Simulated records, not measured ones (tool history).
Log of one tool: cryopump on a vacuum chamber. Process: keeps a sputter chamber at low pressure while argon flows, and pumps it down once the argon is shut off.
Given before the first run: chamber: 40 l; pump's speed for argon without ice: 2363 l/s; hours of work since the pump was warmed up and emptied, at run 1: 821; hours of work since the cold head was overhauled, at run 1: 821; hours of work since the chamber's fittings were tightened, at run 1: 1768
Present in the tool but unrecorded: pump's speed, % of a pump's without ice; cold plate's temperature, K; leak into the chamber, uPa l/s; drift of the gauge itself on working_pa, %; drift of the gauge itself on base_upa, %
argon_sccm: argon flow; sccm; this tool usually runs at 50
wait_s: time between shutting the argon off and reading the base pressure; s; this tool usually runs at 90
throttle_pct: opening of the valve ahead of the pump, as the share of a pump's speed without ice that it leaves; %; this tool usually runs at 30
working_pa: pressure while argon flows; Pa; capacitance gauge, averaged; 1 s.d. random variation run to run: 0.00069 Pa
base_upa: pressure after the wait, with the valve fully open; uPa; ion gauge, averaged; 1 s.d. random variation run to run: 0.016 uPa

| run | day | argon_sccm | wait_s | throttle_pct | hours of work since the pump was warmed up and emptied | hours of work since the cold head was overhauled | hours of work since the chamber's fittings were tightened | working_pa | base_upa |
|---|---|---|---|---|---|---|---|---|---|
| 1 | 0 | 50 | 90 | 30 | 821 | 821 | 1768 | 0.1274 | 0.44 |
| 2 | 1.229 | 50 | 90 | 30 | 840 | 840 | 1788 | 0.1272 | 0.47 |
| 3 | 2.996 | 50 | 90 | 30 | 868 | 868 | 1816 | 0.1264 | 0.45 |
|  | 4.796 | pump warmed up, emptied and cooled again |
| 4 | 5.008 | 50 | 90 | 30 | 3 | 896 | 1844 | 0.1202 | 0.4 |
| 5 | 6.454 | 50 | 90 | 30 | 26 | 919 | 1867 | 0.1195 | 0.4 |
| 6 | 7.708 | 50 | 90 | 30 | 46 | 939 | 1886 | 0.1205 | 0.41 |
| 7 | 8.788 | 50 | 90 | 30 | 63 | 956 | 1903 | 0.1208 | 0.4 |
| 8 | 10.525 | 50 | 90 | 30 | 90 | 983 | 1931 | 0.1209 | 0.43 |
| 9 | 11.525 | 50 | 90 | 30 | 106 | 999 | 1946 | 0.122 | 0.41 |
| 10 | 12.554 | 44 | 90 | 30 | 122 | 1015 | 1963 | 0.1065 | 0.42 |
| 11 | 13.338 | 23 | 90 | 30 | 134 | 1027 | 1975 | 0.0552 | 0.4 |
| 12 | 15.154 | 50 | 90 | 28 | 163 | 1056 | 2004 | 0.1304 | 0.42 |
| 13 | 15.996 | 50 | 90 | 30 | 176 | 1069 | 2017 | 0.1219 | 0.43 |
| 14 | 17.342 | 50 | 176 | 30 | 197 | 1090 | 2038 | 0.1221 | 0.32 |
| 15 | 18.1 | 50 | 176 | 30 | 209 | 1102 | 2050 | 0.1225 | 0.34 |
| 16 | 19.854 | 50 | 176 | 30 | 237 | 1130 | 2078 | 0.1216 | 0.33 |
| 17 | 20.896 | 29 | 90 | 30 | 253 | 1146 | 2094 | 0.0708 | 0.44 |
| 18 | 22.012 | 89 | 44 | 16 | 271 | 1164 | 2112 | 0.404 | 0.61 |
| 19 | 23.779 | 21 | 135 | 19 | 299 | 1191 | 2139 | 0.08 | 0.38 |
| 20 | 25.183 | 52 | 67 | 22 | 321 | 1214 | 2161 | 0.173 | 0.5 |
| 21 | 26.546 | 85 | 24 | 27 | 342 | 1235 | 2183 | 0.2337 | 0.94 |
| 22 | 27.575 | 50 | 215 | 26 | 358 | 1251 | 2199 | 0.1406 | 0.34 |
| 23 | 28.354 | 50 | 42 | 30 | 371 | 1263 | 2211 | 0.1238 | 0.65 |
| 24 | 29.792 | 50 | 290 | 30 | 393 | 1286 | 2234 | 0.1246 | 0.32 |
| 25 | 31.371 | 50 | 76 | 30 | 418 | 1311 | 2259 | 0.1248 | 0.47 |
| 26 | 32.792 | 50 | 76 | 25 | 441 | 1333 | 2281 | 0.1472 | 0.48 |
| 27 | 34.15 | 54 | 22 | 15 | 462 | 1355 | 2302 | 0.2617 | 0.99 |
| 28 | 34.908 | 91 | 26 | 29 | 474 | 1367 | 2314 | 0.2317 | 0.91 |
| 29 | 35.712 | 31 | 90 | 32 | 486 | 1379 | 2327 | 0.0723 | 0.45 |
| 30 | 37.167 | 31 | 90 | 32 | 509 | 1402 | 2350 | 0.0727 | 0.45 |
| 31 | 38.246 | 21 | 146 | 30 | 526 | 1419 | 2367 | 0.0516 | 0.39 |
| 32 | 39.638 | 21 | 146 | 30 | 548 | 1441 | 2389 | 0.0526 | 0.39 |
| 33 | 40.462 | 21 | 146 | 30 | 561 | 1454 | 2402 | 0.0534 | 0.39 |

Results for each run, recomputed without the tool's hidden state and with each run's random variation untouched:
| run | working_pa | base_upa |
|---|---|---|
| 1 | 0.1199 | 0.3 |
| 2 | 0.1195 | 0.33 |
| 3 | 0.1185 | 0.32 |
| 4 | 0.1194 | 0.31 |
| 5 | 0.1186 | 0.31 |
| 6 | 0.1194 | 0.31 |
| 7 | 0.1195 | 0.3 |
| 8 | 0.1194 | 0.33 |
| 9 | 0.1204 | 0.3 |
| 10 | 0.105 | 0.31 |
| 11 | 0.0544 | 0.3 |
| 12 | 0.1284 | 0.31 |
| 13 | 0.1197 | 0.32 |
| 14 | 0.1197 | 0.21 |
| 15 | 0.1201 | 0.23 |
| 16 | 0.1189 | 0.22 |
| 17 | 0.0692 | 0.33 |
| 18 | 0.3987 | 0.49 |
| 19 | 0.0787 | 0.26 |
| 20 | 0.1695 | 0.38 |
| 21 | 0.2276 | 0.81 |
| 22 | 0.1369 | 0.21 |
| 23 | 0.12 | 0.52 |
| 24 | 0.1206 | 0.19 |
| 25 | 0.1206 | 0.34 |
| 26 | 0.1428 | 0.34 |
| 27 | 0.2567 | 0.85 |
| 28 | 0.2231 | 0.76 |
| 29 | 0.0692 | 0.31 |
| 30 | 0.0695 | 0.3 |
| 31 | 0.0494 | 0.24 |
| 32 | 0.0503 | 0.24 |
| 33 | 0.051 | 0.24 |
